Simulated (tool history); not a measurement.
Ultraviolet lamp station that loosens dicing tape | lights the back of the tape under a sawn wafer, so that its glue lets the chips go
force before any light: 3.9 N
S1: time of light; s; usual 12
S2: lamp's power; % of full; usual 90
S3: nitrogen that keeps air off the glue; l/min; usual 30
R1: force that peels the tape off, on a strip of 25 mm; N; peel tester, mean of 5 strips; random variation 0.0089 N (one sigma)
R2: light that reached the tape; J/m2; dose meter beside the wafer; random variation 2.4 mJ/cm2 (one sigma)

run 1 hour=0 | S1=12 S2=90 S3=30 | R1=0.441 R2=2520
run 2 hour=19.6 | S1=12 S2=90 S3=30 | R1=0.425 R2=2520
run 3 hour=33.5 | S1=12 S2=90 S3=30 | R1=0.432 R2=2510
run 4 hour=57 | S1=12 S2=90 S3=30 | R1=0.432 R2=2430
run 5 hour=87.4 | S1=12 S2=90 S3=30 | R1=0.44 R2=2440
run 6 hour=112.9 | S1=12 S2=90 S3=30 | R1=0.443 R2=2450
run 7 hour=127.8 | S1=12 S2=60 S3=30 | R1=0.855 R2=1620
run 8 hour=159.1 | S1=12 S2=92 S3=30 | R1=0.413 R2=2480
run 9 hour=184.9 | S1=12 S2=92 S3=30 | R1=0.431 R2=2470
run 10 hour=203.2 | S1=12 S2=92 S3=48 | R1=0.363 R2=2490
run 11 hour=232.8 | S1=12 S2=90 S3=44 | R1=0.393 R2=2410
run 12 hour=260.4 | S1=12 S2=90 S3=44 | R1=0.396 R2=2380
run 13 hour=273.7 | S1=12 S2=90 S3=44 | R1=0.408 R2=2410
run 14 hour=289.9 | S1=12 S2=84 S3=30 | R1=0.524 R2=2200
run 15 hour=309.6 | S1=12 S2=84 S3=30 | R1=0.506 R2=2240
run 16 hour=323 | S1=9 S2=90 S3=30 | R1=0.723 R2=1820
run 17 hour=348.4 | S1=16 S2=90 S3=30 | R1=0.291 R2=3150
run 18 hour=376.5 | S1=16 S2=90 S3=30 | R1=0.285 R2=3180
-- hour=378.9 window cleaned of glue's vapour
run 19 hour=409.1 | S1=12 S2=90 S3=30 | R1=0.409 R2=2530
run 20 hour=434.8 | S1=23 S2=90 S3=30 | R1=0.163 R2=4870
run 21 hour=452.4 | S1=12 S2=90 S3=30 | R1=0.397 R2=2520
run 22 hour=467 | S1=12 S2=90 S3=30 | R1=0.399 R2=2520
run 23 hour=482.3 | S1=11 S2=62 S3=27 | R1=0.889 R2=1620
run 24 hour=496.8 | S1=11 S2=62 S3=27 | R1=0.893 R2=1570
run 25 hour=511.9 | S1=7 S2=67 S3=13 | R1=1.662 R2=1120
run 26 hour=542.6 | S1=8 S2=76 S3=41 | R1=0.917 R2=1410
run 27 hour=571.9 | S1=8 S2=76 S3=41 | R1=0.943 R2=1440
run 28 hour=592.5 | S1=8 S2=76 S3=41 | R1=0.921 R2=1390
run 29 hour=607.8 | S1=12 S2=83 S3=59 | R1=0.379 R2=2270
run 30 hour=628.8 | S1=21 S2=62 S3=11 | R1=0.498 R2=2980
run 31 hour=655.1 | S1=21 S2=62 S3=11 | R1=0.502 R2=2990
run 32 hour=687.3 | S1=18 S2=90 S3=57 | R1=0.187 R2=3680
run 33 hour=707.2 | S1=18 S2=90 S3=57 | R1=0.189 R2=3690
run 34 hour=740 | S1=12 S2=61 S3=41 | R1=0.746 R2=1640
run 35 hour=760.1 | S1=12 S2=61 S3=41 | R1=0.75 R2=1580
run 36 hour=776.6 | S1=12 S2=87 S3=45 | R1=0.403 R2=2340
run 37 hour=808.6 | S1=22 S2=63 S3=54 | R1=0.243 R2=3110
run 38 hour=827.4 | S1=9 S2=90 S3=18 | R1=0.819 R2=1730
run 39 hour=847.2 | S1=12 S2=71 S3=25 | R1=0.742 R2=1880
run 40 hour=863.1 | S1=9 S2=64 S3=43 | R1=1.059 R2=1250
run 41 hour=884.8 | S1=13 S2=81 S3=44 | R1=0.42 R2=2360
run 42 hour=915.6 | S1=9 S2=75 S3=10 | R1=1.36 R2=1440

5 ways to go on from here, each from the tool as it stands after run 42. What would each give?
run A hour=946 | S1=12 S2=81 S3=30 | R1=? R2=?
run B hour=946 | S1=8 S2=90 S3=30 | R1=? R2=?
run C hour=946 | S1=7 S2=61 S3=30 | R1=? R2=?
run D hour=946 | S1=24 S2=70 S3=30 | R1=? R2=?
run E hour=946 | S1=7 S2=74 S3=44 | R1=? R2=?

run=A R1=0.547 R2=2150
run=B R1=0.884 R2=1580
run=C R1=1.593 R2=940
run=D R1=0.221 R2=3680
run=E R1=1.179 R2=1140
Without the tool's hidden state the same runs would have given:
run=A R1=0.436 R2=2450
run=B R1=0.729 R2=1800
run=C R1=1.405 R2=1080
run=D R1=0.185 R2=4210
run=E R1=1.005 R2=1300
